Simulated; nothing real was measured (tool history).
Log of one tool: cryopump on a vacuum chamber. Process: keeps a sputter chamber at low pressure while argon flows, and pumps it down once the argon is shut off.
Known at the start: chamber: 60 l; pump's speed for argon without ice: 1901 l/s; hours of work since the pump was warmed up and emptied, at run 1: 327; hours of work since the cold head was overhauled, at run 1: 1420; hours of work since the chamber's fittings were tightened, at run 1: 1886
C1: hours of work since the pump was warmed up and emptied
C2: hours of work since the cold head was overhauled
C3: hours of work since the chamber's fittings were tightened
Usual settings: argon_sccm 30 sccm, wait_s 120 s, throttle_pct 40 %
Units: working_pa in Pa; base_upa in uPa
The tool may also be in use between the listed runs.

run 1 hour=0.0 | argon_sccm=30 wait_s=120 throttle_pct=40 | C1=327 C2=1420 C3=1886 | working_pa=0.0710 base_upa=1.19
run 2 hour=81.4 | argon_sccm=30 wait_s=120 throttle_pct=40 | C1=379 C2=1472 C3=1939 | working_pa=0.0700 base_upa=1.22
run 3 hour=157.8 | argon_sccm=30 wait_s=58 throttle_pct=40 | C1=428 C2=1521 C3=1988 | working_pa=0.0704 base_upa=1.45
run 4 hour=210.4 | argon_sccm=30 wait_s=99 throttle_pct=40 | C1=462 C2=1555 C3=2021 | working_pa=0.0713 base_upa=1.30
run 5 hour=274.7 | argon_sccm=30 wait_s=99 throttle_pct=40 | C1=503 C2=1596 C3=2063 | working_pa=0.0714 base_upa=1.37
run 6 hour=347.0 | argon_sccm=30 wait_s=99 throttle_pct=40 | C1=550 C2=1643 C3=2109 | working_pa=0.0725 base_upa=1.44
run 7 hour=427.7 | argon_sccm=30 wait_s=99 throttle_pct=40 | C1=602 C2=1694 C3=2161 | working_pa=0.0715 base_upa=1.44
run 8 hour=493.5 | argon_sccm=30 wait_s=120 throttle_pct=40 | C1=644 C2=1737 C3=2203 | working_pa=0.0732 base_upa=1.49
run 9 hour=543.3 | argon_sccm=30 wait_s=120 throttle_pct=40 | C1=676 C2=1769 C3=2235 | working_pa=0.0728 base_upa=1.52
run 10 hour=586.3 | argon_sccm=30 wait_s=120 throttle_pct=40 | C1=703 C2=1796 C3=2263 | working_pa=0.0733 base_upa=1.53
run 11 hour=645.4 | argon_sccm=30 wait_s=120 throttle_pct=40 | C1=741 C2=1834 C3=2301 | working_pa=0.0734 base_upa=1.55
run 12 hour=724.8 | argon_sccm=30 wait_s=120 throttle_pct=40 | C1=792 C2=1885 C3=2351 | working_pa=0.0736 base_upa=1.58
-- hour=737.9 leaking fittings of the chamber tightened, without venting
run 13 hour=765.7 | argon_sccm=30 wait_s=45 throttle_pct=40 | C1=817 C2=1910 C3=18 | working_pa=0.0746 base_upa=0.62
run 14 hour=805.5 | argon_sccm=36 wait_s=183 throttle_pct=33 | C1=843 C2=1936 C3=43 | working_pa=0.1075 base_upa=0.32
run 15 hour=891.1 | argon_sccm=30 wait_s=208 throttle_pct=57 | C1=898 C2=1991 C3=98 | working_pa=0.0554 base_upa=0.34
run 16 hour=942.1 | argon_sccm=30 wait_s=208 throttle_pct=57 | C1=931 C2=2023 C3=131 | working_pa=0.0554 base_upa=0.41
run 17 hour=1023.8 | argon_sccm=30 wait_s=208 throttle_pct=57 | C1=983 C2=2076 C3=183 | working_pa=0.0564 base_upa=0.45
run 18 hour=1096.3 | argon_sccm=30 wait_s=46 throttle_pct=33 | C1=1029 C2=2122 C3=230 | working_pa=0.0905 base_upa=0.76
-- hour=1126.9 pump warmed up, emptied and cooled again
run 19 hour=1167.1 | argon_sccm=36 wait_s=120 throttle_pct=40 | C1=26 C2=2165 C3=272 | working_pa=0.0815 base_upa=0.44
run 20 hour=1219.2 | argon_sccm=36 wait_s=120 throttle_pct=40 | C1=59 C2=2198 C3=306 | working_pa=0.0815 base_upa=0.45
run 21 hour=1277.2 | argon_sccm=43 wait_s=206 throttle_pct=40 | C1=96 C2=2235 C3=343 | working_pa=0.0967 base_upa=0.44
run 22 hour=1334.0 | argon_sccm=30 wait_s=97 throttle_pct=40 | C1=133 C2=2272 C3=379 | working_pa=0.0682 base_upa=0.56
run 23 hour=1393.9 | argon_sccm=30 wait_s=67 throttle_pct=55 | C1=171 C2=2310 C3=418 | working_pa=0.0507 base_upa=0.62

3 ways to go on from here, each from the tool as it stands after run 23. What would each give?
run A hour=1449.2 | argon_sccm=48 wait_s=29 throttle_pct=39 | C1=207 C2=2346 C3=453 | working_pa=? base_upa=?
run B hour=1449.2 | argon_sccm=59 wait_s=67 throttle_pct=55 | C1=207 C2=2346 C3=453 | working_pa=? base_upa=?
run C hour=1449.2 | argon_sccm=30 wait_s=120 throttle_pct=20 | C1=207 C2=2346 C3=453 | working_pa=? base_upa=?

run=A working_pa=0.1122 base_upa=0.94
run=B working_pa=0.1004 base_upa=0.69
run=C working_pa=0.1353 base_upa=0.51
Without the tool's hidden state the same runs would have given:
run=A working_pa=0.1085 base_upa=0.71
run=B working_pa=0.0958 base_upa=0.45
run=C working_pa=0.1330 base_upa=0.27

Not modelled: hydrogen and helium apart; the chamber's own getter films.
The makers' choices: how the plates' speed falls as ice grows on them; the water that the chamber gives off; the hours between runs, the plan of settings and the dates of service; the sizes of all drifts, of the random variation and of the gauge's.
